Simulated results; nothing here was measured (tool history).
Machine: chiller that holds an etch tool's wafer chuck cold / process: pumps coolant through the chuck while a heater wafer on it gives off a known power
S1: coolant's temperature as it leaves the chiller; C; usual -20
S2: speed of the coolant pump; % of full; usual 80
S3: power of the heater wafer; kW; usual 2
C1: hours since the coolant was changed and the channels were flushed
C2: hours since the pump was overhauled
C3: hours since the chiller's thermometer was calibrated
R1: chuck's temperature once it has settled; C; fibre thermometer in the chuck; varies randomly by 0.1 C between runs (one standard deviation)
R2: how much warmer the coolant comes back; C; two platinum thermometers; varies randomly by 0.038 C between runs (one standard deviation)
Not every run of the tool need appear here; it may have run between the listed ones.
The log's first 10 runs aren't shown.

Run 11, day 29.588: usual settings but S3 1.633 kW; C1 2747; C2 2461; C3 3499. Result: R1 -5.9 C, R2 6.69 C.
Run 12, day 31.633: usual settings but S3 1.731 kW; C1 2796; C2 2510; C3 3548. Result: R1 -5.1 C, R2 7.1 C.
Run 13, day 34.975: usual settings but S3 1.731 kW; C1 2877; C2 2591; C3 3628. Result: R1 -4.9 C, R2 7.1 C.
Run 14, day 36.808: usual settings; C1 2920; C2 2635; C3 3672. Result: R1 -2.8 C, R2 8.18 C.
Run 15, day 39.212: usual settings; C1 2978; C2 2692; C3 3730. Result: R1 -2.6 C, R2 8.19 C.
Run 16, day 42.433: usual settings; C1 3056; C2 2770; C3 3807. Result: R1 -2.6 C, R2 8.18 C.
Run 17, day 46.7: usual settings but S2 88 % of full; C1 3158; C2 2872; C3 3909. Result: R1 -3.8 C, R2 7.4 C.
Run 18, day 50.167: usual settings but S2 88 % of full; C1 3241; C2 2955; C3 3993. Result: R1 -3.8 C, R2 7.37 C.
Run 19, day 53.975: usual settings but S1 -11 C, S2 88 % of full; C1 3332; C2 3047; C3 4084. Result: R1 5.1 C, R2 7.46 C.
Run 20, day 56.042: usual settings but S1 -11 C, S2 88 % of full, S3 1.43 kW; C1 3382; C2 3096; C3 4134. Result: R1 0.3 C, R2 5.35 C.
Run 21, day 58.896: usual settings but S1 -11 C, S2 88 % of full, S3 2.782 kW; C1 3451; C2 3165; C3 4202. Result: R1 11.5 C, R2 10.18 C.
Run 22, day 63.129: usual settings but S1 -11 C, S2 88 % of full, S3 2.782 kW; C1 3552; C2 3266; C3 4304. Result: R1 11.4 C, R2 10.27 C.
Run 23, day 66.783: usual settings but S1 -18 C, S2 88 % of full, S3 1.955 kW; C1 3640; C2 3354; C3 4391. Result: R1 -2.2 C, R2 7.23 C.
Run 24, day 70.729: usual settings but S1 -13 C, S3 1.076 kW; C1 3735; C2 3449; C3 4486. Result: R1 -3.6 C, R2 4.64 C.
Run 25, day 73.596: usual settings but S1 -17 C, S2 96 % of full, S3 1.533 kW; C1 3803; C2 3518; C3 4555. Result: R1 -5.4 C, R2 5.34 C.
Run 26, day 77.333: usual settings but S1 -17 C, S2 96 % of full, S3 1.533 kW; C1 3893; C2 3607; C3 4645. Result: R1 -5.5 C, R2 5.3 C.
At day 81.838: chiller's thermometer calibrated.
Run 27, day 81.838: usual settings but S1 -16 C, S3 1.801 kW; C1 4000; C2 3714; C3 0. Result: R1 -0.4 C, R2 7.55 C.
Run 28, day 85.712: usual settings but S1 -16 C, S3 1.801 kW; C1 4093; C2 3807; C3 93. Result: R1 -0.5 C, R2 7.66 C.
Run 29, day 90.088: usual settings but S1 -27 C, S3 1.706 kW; C1 4198; C2 3912; C3 198. Result: R1 -12.5 C, R2 7.26 C.
At day 90.404: gauge calibrated.
Run 30, day 92.962: usual settings but S1 -27 C, S3 1.706 kW; C1 4267; C2 3981; C3 267. Result: R1 -12.2 C, R2 6.81 C.
Run 31, day 96.925: usual settings but S1 -27 C, S3 1.153 kW; C1 4362; C2 4076; C3 362. Result: R1 -17.1 C, R2 4.58 C.
Run 32, day 99.225: usual settings but S1 -27 C, S2 68 % of full, S3 1.596 kW; C1 4417; C2 4132; C3 417. Result: R1 -11.4 C, R2 7.74 C.

Each row is a separate what-if for the run after 32, all from the same tool condition, not one after another. Results?
Run A, day 102.612: usual settings but S1 -29 C, S3 1.918 kW; C1 4499; C2 4213; C3 499. Result: R1 ?, R2 ?.
Run B, day 102.612: usual settings but S1 -21 C, S2 82 % of full, S3 1.212 kW; C1 4499; C2 4213; C3 499. Result: R1 ?, R2 ?.
Run C, day 102.612: usual settings but S2 91 % of full; C1 4499; C2 4213; C3 499. Result: R1 ?, R2 ?.

run     R1    R2
  A  -12.4  7.77
  B  -10.6   4.8
  C   -4.2  6.99
The same runs, with their run-to-run variation unchanged, on a tool lacking any hidden condition would have given:
run     R1    R2
  A  -12.4   7.7
  B  -10.6  4.74
  C   -4.2  6.92
